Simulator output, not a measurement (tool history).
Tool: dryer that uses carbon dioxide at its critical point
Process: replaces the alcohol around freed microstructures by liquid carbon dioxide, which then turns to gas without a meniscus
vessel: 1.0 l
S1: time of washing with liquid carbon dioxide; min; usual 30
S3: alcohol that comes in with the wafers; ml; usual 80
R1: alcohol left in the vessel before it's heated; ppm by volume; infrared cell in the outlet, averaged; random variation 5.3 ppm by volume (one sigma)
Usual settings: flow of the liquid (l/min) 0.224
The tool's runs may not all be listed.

{"run": 1, "hour": 0.0, "S1": 30, "flow of the liquid (l/min)": 0.224, "S3": 80, "R1": 310}
{"run": 2, "hour": 7.3, "S1": 30, "flow of the liquid (l/min)": 0.224, "S3": 21, "R1": 126}
{"run": 3, "hour": 12.8, "S1": 30, "flow of the liquid (l/min)": 0.224, "S3": 21, "R1": 131}
{"run": 4, "hour": 20.5, "S1": 30, "flow of the liquid (l/min)": 0.176, "S3": 80, "R1": 976}
{"run": 5, "hour": 27.4, "S1": 30, "flow of the liquid (l/min)": 0.224, "S3": 80, "R1": 327}
{"run": 6, "hour": 35.0, "S1": 30, "flow of the liquid (l/min)": 0.138, "S3": 80, "R1": 2502}
{"run": 7, "hour": 42.2, "S1": 30, "flow of the liquid (l/min)": 0.138, "S3": 80, "R1": 2522}
{"run": 8, "hour": 47.7, "S1": 30, "flow of the liquid (l/min)": 0.138, "S3": 80, "R1": 2627}
{"run": 9, "hour": 54.4, "S1": 23, "flow of the liquid (l/min)": 0.188, "S3": 80, "R1": 2170}
{"run": 10, "hour": 62.3, "S1": 34, "flow of the liquid (l/min)": 0.326, "S3": 80, "R1": 81}
{"run": 11, "hour": 67.1, "S1": 28, "flow of the liquid (l/min)": 0.303, "S3": 80, "R1": 127}
{"run": 12, "hour": 76.1, "S1": 28, "flow of the liquid (l/min)": 0.303, "S3": 80, "R1": 133}
{"run": 13, "hour": 81.0, "S1": 28, "flow of the liquid (l/min)": 0.303, "S3": 80, "R1": 133}

Forecast run 14:
{"run": 14, "hour": 90.1, "S1": 35, "flow of the liquid (l/min)": 0.215, "S3": 94, "R1": "?"}

R1: 259 ppm by volume
Without the tool's hidden state the same run would have given R1 73 ppm by volume.

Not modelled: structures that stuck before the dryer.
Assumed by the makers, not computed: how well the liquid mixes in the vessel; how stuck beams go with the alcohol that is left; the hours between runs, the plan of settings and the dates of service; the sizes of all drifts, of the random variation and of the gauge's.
